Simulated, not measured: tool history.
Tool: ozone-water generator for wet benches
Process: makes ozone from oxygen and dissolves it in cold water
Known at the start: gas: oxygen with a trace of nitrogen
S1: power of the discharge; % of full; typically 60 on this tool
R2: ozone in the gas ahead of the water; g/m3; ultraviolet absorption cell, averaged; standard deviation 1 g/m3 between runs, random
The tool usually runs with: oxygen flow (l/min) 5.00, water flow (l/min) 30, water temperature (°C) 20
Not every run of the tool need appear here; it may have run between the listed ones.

{"run": 1, "hour": 0.0, "S1": 60, "oxygen flow (l/min)": 5.0, "water flow (l/min)": 30, "water temperature (°C)": 20, "dissolved ozone (ppm)": 12.8, "R2": 173.8}
{"run": 2, "hour": 35.5, "S1": 60, "oxygen flow (l/min)": 5.0, "water flow (l/min)": 30, "water temperature (°C)": 20, "dissolved ozone (ppm)": 12.6, "R2": 174.6}
{"run": 3, "hour": 61.3, "S1": 60, "oxygen flow (l/min)": 5.0, "water flow (l/min)": 30, "water temperature (°C)": 20, "dissolved ozone (ppm)": 12.8, "R2": 173.0}
{"run": 4, "hour": 120.1, "S1": 60, "oxygen flow (l/min)": 5.0, "water flow (l/min)": 30, "water temperature (°C)": 20, "dissolved ozone (ppm)": 12.6, "R2": 172.1}
{"run": 5, "hour": 178.1, "S1": 60, "oxygen flow (l/min)": 5.0, "water flow (l/min)": 30, "water temperature (°C)": 20, "dissolved ozone (ppm)": 12.7, "R2": 172.5}
{"run": 6, "hour": 227.1, "S1": 60, "oxygen flow (l/min)": 5.0, "water flow (l/min)": 30, "water temperature (°C)": 20, "dissolved ozone (ppm)": 12.7, "R2": 172.4}
{"run": 7, "hour": 255.7, "S1": 60, "oxygen flow (l/min)": 5.0, "water flow (l/min)": 30, "water temperature (°C)": 20, "dissolved ozone (ppm)": 12.9, "R2": 171.8}
{"run": 8, "hour": 300.6, "S1": 60, "oxygen flow (l/min)": 5.0, "water flow (l/min)": 30, "water temperature (°C)": 24, "dissolved ozone (ppm)": 12.3, "R2": 170.7}
{"run": 9, "hour": 360.8, "S1": 60, "oxygen flow (l/min)": 5.0, "water flow (l/min)": 30, "water temperature (°C)": 24, "dissolved ozone (ppm)": 12.1, "R2": 172.1}
{"run": 10, "hour": 418.9, "S1": 60, "oxygen flow (l/min)": 5.0, "water flow (l/min)": 30, "water temperature (°C)": 24, "dissolved ozone (ppm)": 12.3, "R2": 171.2}
{"run": 11, "hour": 467.3, "S1": 60, "oxygen flow (l/min)": 5.0, "water flow (l/min)": 30, "water temperature (°C)": 24, "dissolved ozone (ppm)": 12.0, "R2": 172.7}
{"run": 12, "hour": 495.0, "S1": 60, "oxygen flow (l/min)": 3.24, "water flow (l/min)": 30, "water temperature (°C)": 12, "dissolved ozone (ppm)": 12.0, "R2": 207.9}
{"run": 13, "hour": 525.1, "S1": 42, "oxygen flow (l/min)": 5.0, "water flow (l/min)": 30, "water temperature (°C)": 20, "dissolved ozone (ppm)": 9.1, "R2": 123.8}
{"run": 14, "hour": 586.3, "S1": 42, "oxygen flow (l/min)": 5.0, "water flow (l/min)": 30, "water temperature (°C)": 20, "dissolved ozone (ppm)": 9.1, "R2": 123.6}
{"run": 15, "hour": 615.7, "S1": 41, "oxygen flow (l/min)": 4.33, "water flow (l/min)": 22, "water temperature (°C)": 20, "dissolved ozone (ppm)": 11.6, "R2": 129.1}
{"run": 16, "hour": 641.2, "S1": 60, "oxygen flow (l/min)": 5.0, "water flow (l/min)": 30, "water temperature (°C)": 12, "dissolved ozone (ppm)": 13.3, "R2": 169.6}
{"run": 17, "hour": 672.5, "S1": 41, "oxygen flow (l/min)": 3.57, "water flow (l/min)": 31, "water temperature (°C)": 20, "dissolved ozone (ppm)": 8.0, "R2": 141.1}

Measured result minus the same run's result without the hidden state. Both carry the same run-to-run variation, though not necessarily the same gauge scatter:
Hidden state at play: yield of the discharge, % of new electrodes'; contactor's efficiency, % of a clean one's; true water temperature over the reading, C; drift of the gauge itself on ozone_ppm, %; drift of the gauge itself on gas_g_m3, %.
run=1 dissolved_ozone_(ppm)=-0.4 R2=+0.6
run=2 dissolved_ozone_(ppm)=-0.4 R2=+0.6
run=3 dissolved_ozone_(ppm)=-0.4 R2=+0.4
run=4 dissolved_ozone_(ppm)=-0.4 R2=+0.2
run=5 dissolved_ozone_(ppm)=-0.4 R2=+0.1
run=6 dissolved_ozone_(ppm)=-0.4 R2=-0.2
run=7 dissolved_ozone_(ppm)=-0.4 R2=-0.2
run=8 dissolved_ozone_(ppm)=-0.5 R2=-0.4
run=9 dissolved_ozone_(ppm)=-0.5 R2=-0.6
run=10 dissolved_ozone_(ppm)=-0.5 R2=-0.8
run=11 dissolved_ozone_(ppm)=-0.5 R2=-1.0
run=12 dissolved_ozone_(ppm)=-0.5 R2=-1.3
run=13 dissolved_ozone_(ppm)=-0.4 R2=-0.5
run=14 dissolved_ozone_(ppm)=-0.4 R2=-0.7
run=15 dissolved_ozone_(ppm)=-0.4 R2=-0.7
run=16 dissolved_ozone_(ppm)=-0.7 R2=-1.7
run=17 dissolved_ozone_(ppm)=-0.3 R2=-0.9
